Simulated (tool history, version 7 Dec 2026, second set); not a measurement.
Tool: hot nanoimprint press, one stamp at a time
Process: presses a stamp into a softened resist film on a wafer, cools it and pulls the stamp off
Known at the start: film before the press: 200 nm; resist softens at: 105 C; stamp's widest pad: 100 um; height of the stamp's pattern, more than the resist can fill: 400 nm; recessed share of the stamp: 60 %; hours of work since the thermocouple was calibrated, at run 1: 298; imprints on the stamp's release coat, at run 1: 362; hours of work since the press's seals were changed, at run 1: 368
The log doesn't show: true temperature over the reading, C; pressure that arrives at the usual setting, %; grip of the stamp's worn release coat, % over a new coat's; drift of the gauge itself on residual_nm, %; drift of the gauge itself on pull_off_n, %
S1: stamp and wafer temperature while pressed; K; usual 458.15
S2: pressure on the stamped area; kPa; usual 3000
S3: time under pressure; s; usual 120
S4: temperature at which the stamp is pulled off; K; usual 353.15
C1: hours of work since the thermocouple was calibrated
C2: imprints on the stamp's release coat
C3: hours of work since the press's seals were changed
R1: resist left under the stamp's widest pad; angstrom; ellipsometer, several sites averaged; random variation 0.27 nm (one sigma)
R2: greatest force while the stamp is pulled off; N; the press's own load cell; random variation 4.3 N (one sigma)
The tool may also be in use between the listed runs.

{"run": 1, "hour": 0.0, "S1": 458.15, "S2": 3000, "S3": 120, "S4": 353.15, "C1": 298, "C2": 362, "C3": 368, "R1": 791, "R2": 231}
{"run": 2, "hour": 55.3, "S1": 458.15, "S2": 3000, "S3": 120, "S4": 353.15, "C1": 336, "C2": 537, "C3": 406, "R1": 790, "R2": 253}
{"hour": 63.3, "done": "plate thermocouple calibrated"}
{"run": 3, "hour": 85.0, "S1": 465.15, "S2": 3000, "S3": 120, "S4": 353.15, "C1": 15, "C2": 621, "C3": 424, "R1": 667, "R2": 258}
{"run": 4, "hour": 120.6, "S1": 465.15, "S2": 3000, "S3": 120, "S4": 353.15, "C1": 39, "C2": 733, "C3": 449, "R1": 669, "R2": 271}
{"run": 5, "hour": 157.9, "S1": 465.15, "S2": 3000, "S3": 120, "S4": 353.15, "C1": 65, "C2": 851, "C3": 474, "R1": 671, "R2": 272}
{"run": 6, "hour": 202.0, "S1": 465.15, "S2": 3000, "S3": 120, "S4": 353.15, "C1": 95, "C2": 991, "C3": 505, "R1": 667, "R2": 289}
{"run": 7, "hour": 238.8, "S1": 465.15, "S2": 3000, "S3": 120, "S4": 343.15, "C1": 120, "C2": 1107, "C3": 530, "R1": 673, "R2": 341}
{"hour": 244.8, "done": "plate thermocouple calibrated, once more"}
{"run": 8, "hour": 270.1, "S1": 465.15, "S2": 3000, "S3": 120, "S4": 343.15, "C1": 17, "C2": 1196, "C3": 549, "R1": 646, "R2": 341}
{"run": 9, "hour": 326.3, "S1": 468.15, "S2": 3000, "S3": 120, "S4": 353.15, "C1": 56, "C2": 1373, "C3": 588, "R1": 601, "R2": 318}
{"run": 10, "hour": 372.8, "S1": 456.15, "S2": 4130, "S3": 120, "S4": 345.15, "C1": 88, "C2": 1520, "C3": 620, "R1": 712, "R2": 365}
{"run": 11, "hour": 404.2, "S1": 456.15, "S2": 4130, "S3": 120, "S4": 345.15, "C1": 109, "C2": 1620, "C3": 641, "R1": 714, "R2": 384}
{"hour": 443.3, "done": "press's hydraulic seals changed and the load cell set to zero"}
{"run": 12, "hour": 453.5, "S1": 456.15, "S2": 4130, "S3": 120, "S4": 345.15, "C1": 138, "C2": 1750, "C3": 7, "R1": 706, "R2": 384}

The next listed run, before its measurement:
{"hour": 471.9, "done": "stamp cleaned and given a new release coat"}
{"run": 13, "hour": 513.4, "S1": 455.15, "S2": 1810, "S3": 87, "S4": 358.15, "C1": 175, "C2": 131, "C3": 44, "R1": "?", "R2": "?"}

Run 13 gave R1 1181 angstrom, R2 215 N.
Without the tool's hidden state the same run would have given R1 1170 angstrom, R2 204 N.
